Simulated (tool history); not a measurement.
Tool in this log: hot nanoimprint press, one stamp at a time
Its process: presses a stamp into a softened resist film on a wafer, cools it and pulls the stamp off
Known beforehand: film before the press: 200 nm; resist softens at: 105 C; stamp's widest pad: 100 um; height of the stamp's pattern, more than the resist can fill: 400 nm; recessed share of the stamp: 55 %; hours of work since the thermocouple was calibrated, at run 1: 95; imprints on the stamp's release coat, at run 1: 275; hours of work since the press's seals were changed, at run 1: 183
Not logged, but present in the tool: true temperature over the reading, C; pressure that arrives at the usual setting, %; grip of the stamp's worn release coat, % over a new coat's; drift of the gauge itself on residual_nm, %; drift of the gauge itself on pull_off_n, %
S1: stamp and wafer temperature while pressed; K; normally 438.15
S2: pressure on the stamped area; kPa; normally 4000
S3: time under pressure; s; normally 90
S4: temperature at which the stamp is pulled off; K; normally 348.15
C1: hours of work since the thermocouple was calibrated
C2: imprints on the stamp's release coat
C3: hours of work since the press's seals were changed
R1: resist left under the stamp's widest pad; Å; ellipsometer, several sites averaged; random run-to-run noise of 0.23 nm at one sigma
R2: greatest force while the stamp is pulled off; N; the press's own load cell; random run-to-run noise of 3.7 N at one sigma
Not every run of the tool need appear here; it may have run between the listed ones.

| run | hour | S1 | S2 | S3 | S4 | C1 | C2 | C3 | R1 | R2 |
|---|---|---|---|---|---|---|---|---|---|---|
| 1 | 0 | 438.15 | 4000 | 90 | 348.15 | 95 | 275 | 183 | 720 | 254 |
| 2 | 7.2 | 438.15 | 4000 | 90 | 348.15 | 101 | 296 | 189 | 716 | 258 |
| 3 | 12.2 | 438.15 | 4000 | 90 | 348.15 | 105 | 311 | 193 | 721 | 254 |
| 4 | 19.6 | 438.15 | 4000 | 90 | 348.15 | 110 | 334 | 198 | 720 | 258 |
| 5 | 24.1 | 438.15 | 4000 | 90 | 348.15 | 114 | 348 | 202 | 722 | 263 |
| 6 | 30.4 | 435.15 | 4000 | 90 | 348.15 | 119 | 367 | 207 | 817 | 252 |
| 7 | 38.5 | 435.15 | 4000 | 90 | 348.15 | 125 | 391 | 213 | 817 | 258 |
| 8 | 45.8 | 435.15 | 4000 | 90 | 348.15 | 131 | 413 | 218 | 818 | 269 |
| 9 | 52.2 | 435.15 | 4000 | 90 | 348.15 | 136 | 433 | 223 | 812 | 260 |
| 10 | 59.6 | 435.15 | 4000 | 90 | 348.15 | 141 | 455 | 229 | 813 | 269 |
| 11 | 69.4 | 438.15 | 4000 | 90 | 348.15 | 149 | 485 | 237 | 713 | 265 |
| 12 | 79.5 | 438.15 | 4000 | 90 | 348.15 | 157 | 516 | 245 | 714 | 266 |
| 13 | 87.5 | 438.15 | 4000 | 90 | 348.15 | 163 | 540 | 251 | 715 | 273 |
| 14 | 93.5 | 438.15 | 4000 | 90 | 348.15 | 168 | 558 | 255 | 716 | 281 |
| 15 | 98.6 | 448.15 | 4000 | 90 | 348.15 | 172 | 573 | 259 | 477 | 280 |
| 16 | 103.7 | 448.15 | 4000 | 49 | 348.15 | 175 | 589 | 263 | 620 | 277 |
| 17 | 113.3 | 438.15 | 3440 | 90 | 348.15 | 183 | 618 | 271 | 769 | 282 |
| 18 | 123.6 | 437.15 | 3190 | 155 | 354.15 | 191 | 649 | 279 | 663 | 254 |
| 19 | 129.9 | 437.15 | 5100 | 155 | 354.15 | 196 | 668 | 283 | 525 | 248 |
|  | 133.5 | plate thermocouple calibrated |
| 20 | 139 | 438.15 | 4060 | 90 | 341.15 | 4 | 687 | 288 | 692 | 319 |
| 21 | 147 | 441.15 | 4010 | 91 | 338.15 | 10 | 711 | 294 | 615 | 326 |
| 22 | 151.7 | 441.15 | 4010 | 91 | 338.15 | 14 | 725 | 298 | 618 | 332 |
| 23 | 155.9 | 449.15 | 6130 | 128 | 348.15 | 17 | 738 | 301 | 308 | 283 |
| 24 | 166.2 | 449.15 | 6130 | 128 | 348.15 | 25 | 769 | 309 | 307 | 287 |

For run 25, what comes out?
| 25 | 173.4 | 449.15 | 6130 | 128 | 348.15 | 31 | 791 | 315 | ? | ? |

R1: 309 Å
R2: 293 N
Had the tool carried no hidden state, the very same run would have given R1 323 Å, R2 242 N.
